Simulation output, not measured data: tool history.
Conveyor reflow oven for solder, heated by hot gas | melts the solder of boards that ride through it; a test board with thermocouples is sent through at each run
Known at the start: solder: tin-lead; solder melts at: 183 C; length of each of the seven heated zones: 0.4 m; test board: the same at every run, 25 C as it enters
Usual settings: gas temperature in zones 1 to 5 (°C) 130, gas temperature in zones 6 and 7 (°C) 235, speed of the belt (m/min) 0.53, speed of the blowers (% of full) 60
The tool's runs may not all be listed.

| run | hour | gas temperature in zones 1 to 5 (°C) | gas temperature in zones 6 and 7 (°C) | speed of the belt (m/min) | speed of the blowers (% of full) | highest temperature of the board (°C) | time above the solder's melting point (s) |
|---|---|---|---|---|---|---|---|
| 1 | 0 | 130 | 235 | 0.53 | 60 | 217 | 63.4 |
| 2 | 67.6 | 130 | 235 | 0.53 | 72 | 218.9 | 66.4 |
| 3 | 104.7 | 130 | 235 | 0.449 | 60 | 221.1 | 82.2 |
|  | 169 | flux residue cleaned out of gas plates and filters |
|  | 182.2 | belt drive overhauled, speed set with a stopwatch |
| 4 | 182.2 | 130 | 235 | 0.449 | 60 | 221.3 | 81.3 |
| 5 | 243.8 | 130 | 235 | 0.53 | 60 | 215.9 | 62.6 |
| 6 | 278.5 | 130 | 235 | 0.53 | 89 | 221.8 | 70.3 |
| 7 | 347.2 | 130 | 235 | 0.53 | 60 | 216.5 | 63.1 |
| 8 | 377.3 | 130 | 235 | 0.53 | 57 | 215.4 | 61.8 |
|  | 425.9 | flux residue cleaned out of gas plates and filters |
| 9 | 452.7 | 130 | 235 | 0.53 | 57 | 214.4 | 62.8 |
| 10 | 521.7 | 130 | 235 | 0.53 | 60 | 216.4 | 64 |
| 11 | 584.3 | 130 | 235 | 0.53 | 60 | 215.5 | 63.2 |
| 12 | 613.9 | 130 | 235 | 0.53 | 60 | 215.4 | 62.6 |
|  | 664.2 | thermocouples of zones 6 and 7 changed |
|  | 680.9 | flux residue cleaned out of gas plates and filters |
| 13 | 685.1 | 130 | 235 | 0.53 | 60 | 216.1 | 63.8 |
| 14 | 743.8 | 129 | 235 | 0.422 | 53 | 221.2 | 87.4 |
| 15 | 782.3 | 145 | 235 | 0.422 | 53 | 223.1 | 96.7 |
| 16 | 816 | 130 | 237 | 0.456 | 55 | 221.2 | 80.3 |
| 17 | 883.6 | 130 | 235 | 0.607 | 60 | 210.8 | 49.2 |
|  | 932 | flux residue cleaned out of gas plates and filters |
| 18 | 944.3 | 130 | 235 | 0.607 | 60 | 211.2 | 50.5 |
| 19 | 978.8 | 130 | 235 | 0.607 | 60 | 211.5 | 49.9 |
| 20 | 1033.2 | 130 | 238 | 0.53 | 60 | 219 | 67.1 |
| 21 | 1101.8 | 130 | 238 | 0.53 | 60 | 218.9 | 64.9 |
| 22 | 1133.8 | 135 | 246 | 0.615 | 62 | 220.9 | 61.1 |
|  | 1183.2 | flux residue cleaned out of gas plates and filters |
| 23 | 1201.1 | 135 | 246 | 0.615 | 62 | 221.5 | 60 |
| 24 | 1261.9 | 135 | 228 | 0.484 | 67 | 215.2 | 72.2 |

Forecast each of these 4 alternatives for the next run:
| A | 1320.9 | 128 | 235 | 0.421 | 60 | ? | ? |
| B | 1320.9 | 130 | 245 | 0.53 | 60 | ? | ? |
| C | 1320.9 | 136 | 235 | 0.468 | 60 | ? | ? |
| D | 1320.9 | 137 | 232 | 0.46 | 60 | ? | ? |

| run | highest temperature of the board (°C) | time above the solder's melting point (s) |
|---|---|---|
| A | 223.3 | 87.6 |
| B | 224.3 | 70.7 |
| C | 222.1 | 80.1 |
| D | 219.4 | 81 |
Without the tool's hidden state the same runs would have given:
| run | highest temperature of the board (°C) | time above the solder's melting point (s) |
|---|---|---|
| A | 223.4 | 87.6 |
| B | 224.4 | 70.7 |
| C | 222.2 | 80.1 |
| D | 219.5 | 81 |

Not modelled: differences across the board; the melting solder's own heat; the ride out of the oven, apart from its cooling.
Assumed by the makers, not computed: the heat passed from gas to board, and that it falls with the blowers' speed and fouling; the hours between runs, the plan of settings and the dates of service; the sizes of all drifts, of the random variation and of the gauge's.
